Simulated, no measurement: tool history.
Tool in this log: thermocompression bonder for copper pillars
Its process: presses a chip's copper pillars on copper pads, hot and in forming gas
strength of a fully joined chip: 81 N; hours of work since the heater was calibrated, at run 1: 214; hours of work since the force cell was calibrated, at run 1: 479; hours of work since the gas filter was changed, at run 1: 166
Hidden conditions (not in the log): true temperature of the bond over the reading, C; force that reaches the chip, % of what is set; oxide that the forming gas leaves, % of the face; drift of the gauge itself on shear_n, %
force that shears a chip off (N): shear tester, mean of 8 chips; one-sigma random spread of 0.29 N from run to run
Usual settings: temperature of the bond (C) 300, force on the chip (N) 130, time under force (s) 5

| run | hour | temperature of the bond (C) | force on the chip (N) | time under force (s) | hours of work since the heater was calibrated | hours of work since the force cell was calibrated | hours of work since the gas filter was changed | force that shears a chip off (N) |
|---|---|---|---|---|---|---|---|---|
| 1 | 0 | 300 | 130 | 5 | 214 | 479 | 166 | 54.6 |
| 2 | 10 | 300 | 130 | 5 | 219 | 485 | 172 | 54 |
| 3 | 16.1 | 300 | 130 | 5 | 223 | 488 | 175 | 54.2 |
| 4 | 25.2 | 299 | 130 | 5 | 228 | 493 | 180 | 53.9 |
| 5 | 32.9 | 300 | 130 | 5 | 233 | 498 | 185 | 54 |
| 6 | 39.9 | 300 | 130 | 5 | 237 | 502 | 189 | 53.8 |
| 7 | 49.7 | 272 | 130 | 5 | 242 | 508 | 194 | 43.6 |
| 8 | 57.5 | 300 | 130 | 5 | 247 | 512 | 199 | 54 |
| 9 | 65.1 | 300 | 130 | 5 | 251 | 516 | 203 | 54.3 |
| 10 | 70.7 | 300 | 130 | 5 | 254 | 520 | 206 | 54.4 |
| 11 | 80.3 | 300 | 130 | 5 | 260 | 525 | 212 | 53.3 |
| 12 | 85 | 300 | 130 | 5 | 263 | 528 | 215 | 53.9 |
|  | 88.2 | forming gas filter changed |
| 13 | 95 | 300 | 130 | 5 | 268 | 533 | 4 | 56.4 |
| 14 | 99.9 | 323 | 130 | 5 | 271 | 536 | 7 | 63.7 |
| 15 | 106.8 | 323 | 130 | 5 | 275 | 540 | 11 | 64.1 |
| 16 | 113.4 | 323 | 130 | 5 | 279 | 544 | 15 | 64.2 |
| 17 | 122.9 | 300 | 94 | 5 | 284 | 549 | 20 | 48.3 |
| 18 | 131.4 | 300 | 130 | 5 | 289 | 554 | 25 | 56.5 |
| 19 | 139.8 | 300 | 130 | 9 | 294 | 559 | 30 | 64.2 |
| 20 | 148.3 | 300 | 130 | 6 | 299 | 564 | 35 | 59.1 |
| 21 | 152.6 | 300 | 130 | 6 | 301 | 567 | 37 | 58.8 |
|  | 154.9 | force cell calibrated |
| 22 | 158.7 | 300 | 186 | 4 | 304 | 2 | 40 | 62.1 |
| 23 | 168.5 | 305 | 82 | 9 | 309 | 8 | 45 | 55.8 |
| 24 | 173.4 | 300 | 184 | 5 | 312 | 11 | 48 | 63.9 |

What does the tool deliver on the next run?
| 25 | 180.4 | 289 | 163 | 6 | 316 | 15 | 52 | ? |

force that shears a chip off (N): 60.5
Without the tool's hidden state the same run would have given force that shears a chip off (N) 59.
